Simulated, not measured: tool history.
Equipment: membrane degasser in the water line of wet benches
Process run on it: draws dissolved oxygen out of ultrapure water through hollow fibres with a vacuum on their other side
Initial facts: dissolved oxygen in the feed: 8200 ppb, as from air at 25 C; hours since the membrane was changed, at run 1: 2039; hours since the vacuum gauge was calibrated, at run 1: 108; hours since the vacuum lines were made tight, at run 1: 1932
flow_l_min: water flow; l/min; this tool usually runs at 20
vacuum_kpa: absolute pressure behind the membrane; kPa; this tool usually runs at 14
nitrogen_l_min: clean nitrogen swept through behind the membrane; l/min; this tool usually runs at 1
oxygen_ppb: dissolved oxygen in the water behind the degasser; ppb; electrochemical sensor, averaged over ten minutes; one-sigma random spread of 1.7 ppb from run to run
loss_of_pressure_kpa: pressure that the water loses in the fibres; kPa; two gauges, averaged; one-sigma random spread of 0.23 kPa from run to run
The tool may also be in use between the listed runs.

| run | day | flow_l_min | vacuum_kpa | nitrogen_l_min | hours since the membrane was changed | hours since the vacuum gauge was calibrated | hours since the vacuum lines were made tight | oxygen_ppb | loss_of_pressure_kpa |
|---|---|---|---|---|---|---|---|---|---|
| 1 | 0 | 20 | 14 | 1 | 2039 | 108 | 1932 | 472.4 | 58.79 |
| 2 | 1.904 | 20 | 14 | 1 | 2085 | 154 | 1977 | 475 | 58.87 |
| 3 | 4.521 | 20 | 14 | 1 | 2148 | 217 | 2040 | 470.2 | 59.34 |
| 4 | 6.046 | 20 | 14 | 1 | 2184 | 253 | 2077 | 472.7 | 58.71 |
| 5 | 8.321 | 20 | 14 | 1 | 2239 | 308 | 2131 | 471.4 | 59.27 |
| 6 | 10.204 | 20 | 9.4 | 1 | 2284 | 353 | 2176 | 283.8 | 59.65 |
| 7 | 12.942 | 20 | 9.4 | 1 | 2350 | 419 | 2242 | 283.9 | 58.97 |
| 8 | 15.258 | 20 | 9.4 | 1 | 2405 | 474 | 2298 | 284.6 | 59.39 |
| 9 | 16.671 | 20 | 8.7 | 1 | 2439 | 508 | 2332 | 254.6 | 59.28 |
| 10 | 19.046 | 20 | 8.7 | 1 | 2496 | 565 | 2389 | 255.6 | 59.18 |
| 11 | 20.538 | 20 | 8.7 | 1 | 2532 | 601 | 2424 | 255.1 | 59.03 |
| 12 | 22.721 | 20 | 10.1 | 1 | 2585 | 653 | 2477 | 313.1 | 59.03 |
| 13 | 24.333 | 20 | 10.1 | 1 | 2623 | 692 | 2516 | 312.9 | 59.44 |
| 14 | 26.342 | 20 | 10.1 | 1 | 2671 | 740 | 2564 | 314.9 | 59.2 |
| 15 | 28.2 | 20 | 10.1 | 1 | 2716 | 785 | 2608 | 314.1 | 59.24 |
| 16 | 30.342 | 20 | 23.8 | 1 | 2767 | 836 | 2660 | 854.8 | 59.27 |
| 17 | 31.758 | 17 | 20.4 | 2.36 | 2801 | 870 | 2694 | 298.9 | 50.48 |
| 18 | 34.154 | 27 | 30.2 | 1.79 | 2859 | 928 | 2751 | 884.2 | 80.4 |
| 19 | 36.288 | 20 | 10.5 | 1 | 2910 | 979 | 2802 | 330.4 | 59.31 |
| 20 | 38.25 | 12 | 14 | 2.34 | 2957 | 1026 | 2850 | 137.8 | 35.51 |
| 21 | 40.55 | 21 | 14 | 1 | 3012 | 1081 | 2905 | 492.4 | 62.6 |
| 22 | 42.271 | 21 | 14 | 1 | 3054 | 1123 | 2946 | 497.6 | 62.44 |
| 23 | 44.912 | 21 | 14 | 1 | 3117 | 1186 | 3009 | 498 | 62.84 |
| 24 | 47.683 | 15 | 11.5 | 1.1 | 3184 | 1252 | 3076 | 261.2 | 44.93 |
| 25 | 49.325 | 15 | 11.5 | 1.1 | 3223 | 1292 | 3115 | 264.1 | 45.02 |
| 26 | 52.112 | 18 | 13.3 | 1.1 | 3290 | 1359 | 3182 | 377.3 | 53.66 |
| 27 | 53.646 | 13 | 11.3 | 2.27 | 3327 | 1396 | 3219 | 116.2 | 38.68 |
| 28 | 56.217 | 13 | 11.3 | 2.27 | 3388 | 1457 | 3281 | 117.2 | 39.03 |
| 29 | 57.754 | 20 | 20 | 0.42 | 3425 | 1494 | 3318 | 1359.7 | 59.72 |
| 30 | 58.9 | 23 | 34.6 | 0.48 | 3453 | 1522 | 3345 | 2267.8 | 68.76 |
| 31 | 60.188 | 25 | 17.8 | 1.55 | 3484 | 1553 | 3376 | 540.1 | 74.53 |

Predict each of these 3 candidate next runs independently; none follows another, all start after run 31:
| A | 62.604 | 12 | 16.9 | 1.69 | 3542 | 1611 | 3434 | ? | ? |
| B | 62.604 | 23 | 35 | 1.23 | 3542 | 1611 | 3434 | ? | ? |
| C | 62.604 | 16 | 34.9 | 1.55 | 3542 | 1611 | 3434 | ? | ? |

| run | oxygen_ppb | loss_of_pressure_kpa |
|---|---|---|
| A | 236.2 | 35.98 |
| B | 1192.4 | 68.16 |
| C | 727.5 | 47.84 |
Take away the tool's hidden state, keep each run's random variation, and the runs would have read:
| run | oxygen_ppb | loss_of_pressure_kpa |
|---|---|---|
| A | 230.1 | 34.92 |
| B | 1178.6 | 66.14 |
| C | 715.5 | 46.43 |
